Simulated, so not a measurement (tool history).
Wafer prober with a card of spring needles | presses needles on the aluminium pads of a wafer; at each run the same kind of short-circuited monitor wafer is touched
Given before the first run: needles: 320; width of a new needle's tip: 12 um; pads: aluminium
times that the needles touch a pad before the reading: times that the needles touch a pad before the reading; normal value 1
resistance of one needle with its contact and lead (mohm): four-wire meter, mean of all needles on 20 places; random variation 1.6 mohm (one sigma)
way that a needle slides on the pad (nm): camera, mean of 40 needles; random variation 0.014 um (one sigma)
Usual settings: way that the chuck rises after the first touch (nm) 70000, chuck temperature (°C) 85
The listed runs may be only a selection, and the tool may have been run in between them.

run,hour,way that the chuck rises after the first touch (nm),chuck temperature (°C),times that the needles touch a pad before the reading,resistance of one needle with its contact and lead (mohm),way that a needle slides on the pad (nm)
1,0.0,70000,85,1,196,16300
2,6.8,70000,85,1,208,16300
# hour 8.8: tips cleaned on abrasive film
3,13.1,70000,85,1,223,16290
4,18.6,70000,85,1,219,16290
# hour 24.9: height of the first contact set anew
5,25.9,70000,85,1,212,16490
6,30.7,83000,85,1,198,19540
# hour 36.2: tips cleaned on abrasive film
7,39.3,75000,85,1,170,17660
8,47.0,75000,85,1,188,17690
9,56.3,74000,85,1,197,17390
10,61.7,55000,85,1,235,12940
# hour 63.8: tips cleaned on abrasive film
11,66.8,53000,85,1,184,12480
# hour 70.2: tips cleaned on abrasive film, once more
12,77.6,53000,85,1,201,12460
13,87.8,53000,85,1,233,12430
14,93.8,53000,85,2,210,12480
# hour 97.3: tips cleaned on abrasive film
15,100.9,66000,75,2,167,15510
16,107.8,71000,75,2,176,16680
17,115.2,64000,32,2,182,15020
# hour 124.7: tips cleaned on abrasive film
18,125.4,71000,32,1,158,16670
19,136.7,70000,49,1,189,16460
20,144.6,79000,83,1,192,18580
# hour 152.3: tips cleaned on abrasive film
21,152.8,80000,122,2,162,18760
22,162.5,80000,122,1,188,18790
23,170.2,73000,53,2,178,17130
24,178.0,73000,53,2,182,17140
# hour 179.9: tips cleaned on abrasive film
25,183.8,70000,61,2,164,16400
26,194.8,70000,61,2,182,16400
27,203.8,55000,34,2,202,12880
# hour 207.6: tips cleaned on abrasive film
28,208.8,70000,32,1,161,16400

Forecast each of these 5 alternatives for the next run:
A,214.1,88000,43,1,?,?
B,214.1,70000,115,1,?,?
C,214.1,70000,62,1,?,?
D,214.1,70000,85,1,?,?
E,214.1,70000,41,2,?,?

run,resistance of one needle with its contact and lead (mohm),way that a needle slides on the pad (nm)
A,167,20640
B,185,16380
C,182,16360
D,184,16380
E,166,16400
The same runs, with their run-to-run variation unchanged, on a tool lacking any hidden condition would have given:
run,resistance of one needle with its contact and lead (mohm),way that a needle slides on the pad (nm)
A,149,20740
B,160,16490
C,156,16470
D,158,16490
E,150,16510
